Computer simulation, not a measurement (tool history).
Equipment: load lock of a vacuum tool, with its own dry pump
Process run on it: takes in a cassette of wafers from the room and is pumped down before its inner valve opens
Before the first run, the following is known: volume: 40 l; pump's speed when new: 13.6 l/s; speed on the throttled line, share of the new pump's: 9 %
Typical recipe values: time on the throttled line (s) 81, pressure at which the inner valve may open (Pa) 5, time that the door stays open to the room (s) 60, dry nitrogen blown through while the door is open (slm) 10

run,day,time on the throttled line (s),pressure at which the inner valve may open (Pa),time that the door stays open to the room (s),dry nitrogen blown through while the door is open (slm),"incoming humidity of the room's air, %",time from the closed door until the inner valve may open (s),rise of the pressure with all valves shut (Pa/min)
1,0.000,81,5,60,10,46.5,105.0,0.027
2,15.104,81,5,60,10,48.4,104.1,0.026
3,37.275,81,5,60,8,45.4,104.4,0.026
4,58.346,81,5,60,8,44.0,102.9,0.026
5,79.196,81,5,60,8,43.9,103.5,0.027
6,94.262,81,6,60,8,45.2,102.7,0.024
7,122.250,81,6,60,10,45.4,103.2,0.027
8,141.783,81,5,60,10,46.8,104.3,0.027
# day 148.321: dry pump taken out, an overhauled one fitted
9,160.404,81,5,60,10,44.6,103.0,0.028
10,173.971,81,5,60,17,45.7,103.9,0.020
11,196.017,81,5,60,17,45.4,103.1,0.025
12,212.967,81,5,60,17,45.7,103.2,0.025
13,241.521,87,5,60,17,43.7,109.6,0.021
14,260.642,87,5,60,17,47.8,109.3,0.020
15,283.233,87,5,60,17,44.2,108.4,0.019
16,308.283,87,5,26,17,41.8,109.3,0.015
17,334.308,81,5,60,10,42.6,103.1,0.030
18,350.071,81,5,60,10,44.3,103.8,0.025
19,368.871,48,5,70,45,40.2,73.1,0.018
20,382.742,50,5,168,7,43.8,74.6,0.046
21,399.971,81,5,60,20,43.6,103.4,0.023
22,421.071,81,5,60,20,46.7,103.1,0.022
23,441.800,81,5,60,20,46.9,103.2,0.022
24,468.383,104,5,69,6,47.7,124.2,0.040
25,486.088,104,5,69,6,43.6,123.2,0.034
26,499.767,81,5,60,35,42.9,104.0,0.017
27,515.408,81,5,35,20,41.8,103.8,0.013
28,538.262,41,4,34,15,45.6,67.5,0.022
29,559.983,62,8,68,18,45.9,84.1,0.021
30,572.142,123,6,170,17,42.8,140.1,0.036
31,599.921,123,6,180,17,47.5,143.1,0.039
32,617.588,81,4,61,8,41.5,104.9,0.031
# day 619.950: door's seal changed, seat wiped
33,642.771,42,4,61,7,45.8,68.6,0.034
# day 655.058: dry pump taken out, an overhauled one fitted
34,665.804,42,4,61,7,43.3,68.3,0.030
35,678.233,42,6,61,4,46.4,67.4,0.040
36,699.150,88,5,60,19,45.3,111.3,0.021

Forecast each of these 5 alternatives for the next run:
A,723.017,81,5,49,10,43.2,?,?
B,723.017,81,7,108,10,45.7,?,?
C,723.017,143,7,60,9,46.6,?,?
D,723.017,47,5,60,10,45.4,?,?
E,723.017,65,5,60,19,47.2,?,?

run,time from the closed door until the inner valve may open (s),rise of the pressure with all valves shut (Pa/min)
A,103.0,0.029
B,102.6,0.034
C,158.3,0.029
D,71.9,0.027
E,89.0,0.017
With the hidden condition removed and each run's random variation left untouched, the same runs would have given:
run,time from the closed door until the inner valve may open (s),rise of the pressure with all valves shut (Pa/min)
A,103.0,0.029
B,102.6,0.034
C,158.3,0.029
D,71.9,0.027
E,89.0,0.017
